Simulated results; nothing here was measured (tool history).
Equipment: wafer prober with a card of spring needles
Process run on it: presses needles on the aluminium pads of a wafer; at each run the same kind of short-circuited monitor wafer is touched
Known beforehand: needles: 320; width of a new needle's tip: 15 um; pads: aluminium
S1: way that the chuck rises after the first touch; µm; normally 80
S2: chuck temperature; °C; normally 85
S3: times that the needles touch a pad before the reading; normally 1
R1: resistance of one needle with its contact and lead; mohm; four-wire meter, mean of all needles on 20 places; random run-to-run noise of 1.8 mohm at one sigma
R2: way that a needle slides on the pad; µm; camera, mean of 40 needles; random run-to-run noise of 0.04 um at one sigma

{"run": 1, "hour": 0.0, "S1": 80, "S2": 85, "S3": 1, "R1": 190, "R2": 21.06}
{"hour": 6.3, "done": "tips cleaned on abrasive film"}
{"hour": 14.1, "done": "tips cleaned on abrasive film"}
{"hour": 21.9, "done": "tips cleaned on abrasive film"}
{"hour": 29.8, "done": "tips cleaned on abrasive film"}
{"hour": 37.6, "done": "tips cleaned on abrasive film"}
{"hour": 45.4, "done": "tips cleaned on abrasive film"}
{"hour": 51.9, "done": "height of the first contact set anew"}
{"hour": 53.4, "done": "tips cleaned on abrasive film"}
{"run": 2, "hour": 53.4, "S1": 80, "S2": 61, "S3": 1, "R1": 179, "R2": 21.37}
{"hour": 61.2, "done": "tips cleaned on abrasive film"}
{"hour": 69.0, "done": "tips cleaned on abrasive film"}
{"hour": 76.8, "done": "tips cleaned on abrasive film"}
{"hour": 84.7, "done": "tips cleaned on abrasive film"}
{"run": 3, "hour": 88.2, "S1": 80, "S2": 61, "S3": 1, "R1": 188, "R2": 21.21}
{"hour": 91.3, "done": "tips cleaned on abrasive film"}
{"hour": 97.6, "done": "tips cleaned on abrasive film"}
{"hour": 105.5, "done": "tips cleaned on abrasive film"}
{"hour": 113.3, "done": "tips cleaned on abrasive film"}
{"hour": 121.1, "done": "tips cleaned on abrasive film"}
{"hour": 128.9, "done": "tips cleaned on abrasive film"}
{"hour": 136.8, "done": "tips cleaned on abrasive film"}
{"hour": 144.6, "done": "tips cleaned on abrasive film"}
{"run": 4, "hour": 149.7, "S1": 80, "S2": 85, "S3": 3, "R1": 188, "R2": 21.12}
{"hour": 151.3, "done": "tips cleaned on abrasive film"}
{"hour": 159.1, "done": "tips cleaned on abrasive film"}
{"hour": 166.9, "done": "tips cleaned on abrasive film"}
{"hour": 174.8, "done": "tips cleaned on abrasive film"}
{"hour": 182.6, "done": "tips cleaned on abrasive film"}
{"hour": 190.4, "done": "tips cleaned on abrasive film"}
{"hour": 192.3, "done": "height of the first contact set anew"}
{"hour": 198.5, "done": "tips cleaned on abrasive film"}
{"hour": 204.8, "done": "tips cleaned on abrasive film"}
{"run": 5, "hour": 205.9, "S1": 80, "S2": 85, "S3": 3, "R1": 187, "R2": 21.38}
{"hour": 212.2, "done": "tips cleaned on abrasive film"}
{"hour": 220.1, "done": "tips cleaned on abrasive film"}
{"hour": 227.9, "done": "tips cleaned on abrasive film"}
{"hour": 235.7, "done": "tips cleaned on abrasive film"}
{"hour": 243.5, "done": "tips cleaned on abrasive film"}
{"hour": 251.4, "done": "tips cleaned on abrasive film"}
{"hour": 259.2, "done": "tips cleaned on abrasive film"}
{"hour": 267.0, "done": "tips cleaned on abrasive film"}
{"run": 6, "hour": 268.4, "S1": 80, "S2": 85, "S3": 3, "R1": 183, "R2": 21.27}
{"hour": 274.7, "done": "tips cleaned on abrasive film"}
{"hour": 282.5, "done": "tips cleaned on abrasive film"}
{"hour": 290.3, "done": "tips cleaned on abrasive film"}
{"hour": 298.1, "done": "tips cleaned on abrasive film"}
{"hour": 306.0, "done": "tips cleaned on abrasive film"}
{"hour": 313.5, "done": "tips cleaned on abrasive film"}
{"run": 7, "hour": 313.5, "S1": 80, "S2": 85, "S3": 3, "R1": 184, "R2": 21.1}
{"hour": 319.8, "done": "tips cleaned on abrasive film"}
{"hour": 327.6, "done": "tips cleaned on abrasive film"}
{"hour": 332.6, "done": "height of the first contact set anew"}
{"hour": 334.2, "done": "tips cleaned on abrasive film"}
{"hour": 342.0, "done": "tips cleaned on abrasive film"}
{"hour": 349.9, "done": "tips cleaned on abrasive film"}
{"hour": 357.7, "done": "tips cleaned on abrasive film"}
{"hour": 364.3, "done": "tips cleaned on abrasive film"}
{"run": 8, "hour": 364.3, "S1": 80, "S2": 62, "S3": 1, "R1": 178, "R2": 21.38}
{"hour": 370.5, "done": "tips cleaned on abrasive film"}
{"hour": 378.4, "done": "tips cleaned on abrasive film"}
{"hour": 386.2, "done": "tips cleaned on abrasive film"}
{"hour": 392.5, "done": "tips cleaned on abrasive film"}
{"hour": 399.3, "done": "tips cleaned on abrasive film"}
{"run": 9, "hour": 399.3, "S1": 80, "S2": 62, "S3": 1, "R1": 177, "R2": 21.17}
{"hour": 405.5, "done": "tips cleaned on abrasive film"}
{"hour": 413.4, "done": "tips cleaned on abrasive film"}
{"hour": 421.2, "done": "tips cleaned on abrasive film"}
{"hour": 427.5, "done": "tips cleaned on abrasive film"}
{"run": 10, "hour": 429.6, "S1": 80, "S2": 85, "S3": 1, "R1": 194, "R2": 21.09}
{"hour": 434.4, "done": "tips cleaned on abrasive film"}
{"hour": 442.2, "done": "tips cleaned on abrasive film"}
{"hour": 448.5, "done": "tips cleaned on abrasive film"}
{"hour": 456.3, "done": "tips cleaned on abrasive film"}
{"run": 11, "hour": 462.5, "S1": 80, "S2": 85, "S3": 1, "R1": 201, "R2": 20.99}
{"hour": 464.1, "done": "tips cleaned on abrasive film"}
{"hour": 470.4, "done": "tips cleaned on abrasive film"}
{"hour": 472.2, "done": "height of the first contact set anew"}
{"hour": 478.5, "done": "tips cleaned on abrasive film"}
{"hour": 486.3, "done": "tips cleaned on abrasive film"}
{"hour": 494.2, "done": "tips cleaned on abrasive film"}
{"hour": 502.0, "done": "tips cleaned on abrasive film"}
{"run": 12, "hour": 502.6, "S1": 80, "S2": 85, "S3": 1, "R1": 185, "R2": 21.29}
{"hour": 508.9, "done": "tips cleaned on abrasive film"}
{"hour": 516.7, "done": "tips cleaned on abrasive film"}
{"hour": 524.5, "done": "tips cleaned on abrasive film"}
{"hour": 532.4, "done": "tips cleaned on abrasive film"}
{"hour": 540.2, "done": "tips cleaned on abrasive film"}
{"hour": 546.5, "done": "tips cleaned on abrasive film"}
{"run": 13, "hour": 550.9, "S1": 80, "S2": 85, "S3": 1, "R1": 199, "R2": 21.27}
{"hour": 554.1, "done": "tips cleaned on abrasive film"}
{"hour": 561.9, "done": "tips cleaned on abrasive film"}
{"hour": 568.2, "done": "tips cleaned on abrasive film"}
{"hour": 576.0, "done": "tips cleaned on abrasive film"}
{"hour": 583.8, "done": "tips cleaned on abrasive film"}
{"hour": 591.7, "done": "tips cleaned on abrasive film"}
{"hour": 599.5, "done": "tips cleaned on abrasive film"}
{"hour": 607.3, "done": "tips cleaned on abrasive film"}
{"run": 14, "hour": 608.5, "S1": 80, "S2": 85, "S3": 1, "R1": 191, "R2": 20.95}
{"hour": 611.9, "done": "height of the first contact set anew"}
{"hour": 615.0, "done": "tips cleaned on abrasive film"}
{"hour": 622.9, "done": "tips cleaned on abrasive film"}
{"hour": 630.7, "done": "tips cleaned on abrasive film"}
{"hour": 637.7, "done": "tips cleaned on abrasive film"}
{"run": 15, "hour": 637.7, "S1": 86, "S2": 30, "S3": 3, "R1": 171, "R2": 22.91}
{"hour": 645.6, "done": "tips cleaned on abrasive film"}
{"hour": 653.4, "done": "tips cleaned on abrasive film"}
{"hour": 661.2, "done": "tips cleaned on abrasive film"}
{"hour": 669.0, "done": "tips cleaned on abrasive film"}
{"hour": 675.3, "done": "tips cleaned on abrasive film"}
{"hour": 683.1, "done": "tips cleaned on abrasive film"}
{"run": 16, "hour": 686.6, "S1": 63, "S2": 85, "S3": 2, "R1": 199, "R2": 16.63}
{"hour": 689.8, "done": "tips cleaned on abrasive film"}
{"hour": 697.7, "done": "tips cleaned on abrasive film"}
{"hour": 705.5, "done": "tips cleaned on abrasive film"}
{"hour": 713.3, "done": "tips cleaned on abrasive film"}
{"hour": 721.1, "done": "tips cleaned on abrasive film"}
{"hour": 727.4, "done": "tips cleaned on abrasive film"}
{"run": 17, "hour": 733.2, "S1": 81, "S2": 37, "S3": 3, "R1": 180, "R2": 21.27}
{"hour": 734.8, "done": "tips cleaned on abrasive film"}
{"hour": 741.1, "done": "tips cleaned on abrasive film"}
{"hour": 748.9, "done": "tips cleaned on abrasive film"}
{"hour": 752.3, "done": "height of the first contact set anew"}
{"hour": 757.0, "done": "tips cleaned on abrasive film"}
{"hour": 764.9, "done": "tips cleaned on abrasive film"}
{"run": 18, "hour": 766.5, "S1": 81, "S2": 37, "S3": 3, "R1": 174, "R2": 21.62}
{"hour": 771.2, "done": "tips cleaned on abrasive film"}
{"hour": 777.5, "done": "tips cleaned on abrasive film"}
{"hour": 785.3, "done": "tips cleaned on abrasive film"}
{"hour": 793.1, "done": "tips cleaned on abrasive film"}
{"hour": 800.9, "done": "tips cleaned on abrasive film"}
{"hour": 807.2, "done": "tips cleaned on abrasive film"}
{"hour": 813.6, "done": "tips cleaned on abrasive film"}
{"run": 19, "hour": 813.6, "S1": 77, "S2": 85, "S3": 1, "R1": 187, "R2": 20.41}
{"hour": 819.9, "done": "tips cleaned on abrasive film"}
{"hour": 827.7, "done": "tips cleaned on abrasive film"}
{"hour": 835.6, "done": "tips cleaned on abrasive film"}
{"hour": 843.4, "done": "tips cleaned on abrasive film"}
{"hour": 851.2, "done": "tips cleaned on abrasive film"}
{"hour": 857.8, "done": "tips cleaned on abrasive film"}
{"run": 20, "hour": 857.8, "S1": 74, "S2": 66, "S3": 1, "R1": 181, "R2": 19.45}
{"hour": 865.6, "done": "tips cleaned on abrasive film"}
{"hour": 873.4, "done": "tips cleaned on abrasive film"}
{"hour": 881.2, "done": "tips cleaned on abrasive film"}
{"hour": 889.0, "done": "tips cleaned on abrasive film"}
{"hour": 892.4, "done": "height of the first contact set anew"}
{"hour": 897.2, "done": "tips cleaned on abrasive film"}
{"hour": 903.4, "done": "tips cleaned on abrasive film"}
{"hour": 911.3, "done": "tips cleaned on abrasive film"}
{"run": 21, "hour": 913.7, "S1": 74, "S2": 104, "S3": 3, "R1": 195, "R2": 19.72}
{"hour": 918.4, "done": "tips cleaned on abrasive film"}
{"hour": 924.7, "done": "tips cleaned on abrasive film"}
{"hour": 932.6, "done": "tips cleaned on abrasive film"}
{"hour": 940.4, "done": "tips cleaned on abrasive film"}
{"run": 22, "hour": 944.9, "S1": 74, "S2": 104, "S3": 3, "R1": 198, "R2": 19.65}
{"hour": 948.1, "done": "tips cleaned on abrasive film"}
{"hour": 954.4, "done": "tips cleaned on abrasive film"}
{"hour": 962.2, "done": "tips cleaned on abrasive film"}
{"hour": 970.1, "done": "tips cleaned on abrasive film"}
{"hour": 977.9, "done": "tips cleaned on abrasive film"}
{"hour": 985.7, "done": "tips cleaned on abrasive film"}
{"run": 23, "hour": 987.3, "S1": 74, "S2": 104, "S3": 2, "R1": 198, "R2": 19.47}

Branching from run 23: 3 alternative next runs. What would each branch give?
{"hour": 993.5, "done": "tips cleaned on abrasive film"}
{"hour": 1001.4, "done": "tips cleaned on abrasive film"}
{"hour": 1009.2, "done": "tips cleaned on abrasive film"}
{"hour": 1017.0, "done": "tips cleaned on abrasive film"}
{"hour": 1024.8, "done": "tips cleaned on abrasive film"}
{"hour": 1031.1, "done": "tips cleaned on abrasive film"}
{"hour": 1032.9, "done": "height of the first contact set anew"}
{"hour": 1039.2, "done": "tips cleaned on abrasive film"}
{"hour": 1045.5, "done": "tips cleaned on abrasive film"}
{"run": "A", "hour": 1046.1, "S1": 86, "S2": 38, "S3": 2, "R1": "?", "R2": "?"}
{"hour": 993.5, "done": "tips cleaned on abrasive film"}
{"hour": 1001.4, "done": "tips cleaned on abrasive film"}
{"hour": 1009.2, "done": "tips cleaned on abrasive film"}
{"hour": 1017.0, "done": "tips cleaned on abrasive film"}
{"hour": 1024.8, "done": "tips cleaned on abrasive film"}
{"hour": 1031.1, "done": "tips cleaned on abrasive film"}
{"hour": 1032.9, "done": "height of the first contact set anew"}
{"hour": 1039.2, "done": "tips cleaned on abrasive film"}
{"hour": 1045.5, "done": "tips cleaned on abrasive film"}
{"run": "B", "hour": 1046.1, "S1": 65, "S2": 68, "S3": 2, "R1": "?", "R2": "?"}
{"hour": 993.5, "done": "tips cleaned on abrasive film"}
{"hour": 1001.4, "done": "tips cleaned on abrasive film"}
{"hour": 1009.2, "done": "tips cleaned on abrasive film"}
{"hour": 1017.0, "done": "tips cleaned on abrasive film"}
{"hour": 1024.8, "done": "tips cleaned on abrasive film"}
{"hour": 1031.1, "done": "tips cleaned on abrasive film"}
{"hour": 1032.9, "done": "height of the first contact set anew"}
{"hour": 1039.2, "done": "tips cleaned on abrasive film"}
{"hour": 1045.5, "done": "tips cleaned on abrasive film"}
{"run": "C", "hour": 1046.1, "S1": 80, "S2": 97, "S3": 1, "R1": "?", "R2": "?"}

run=A R1=175 R2=22.84
run=B R1=191 R2=17.33
run=C R1=196 R2=21.37
Had the tool no hidden state, the same runs would have come out as:
run=A R1=169 R2=22.88
run=B R1=181 R2=17.38
run=C R1=188 R2=21.42
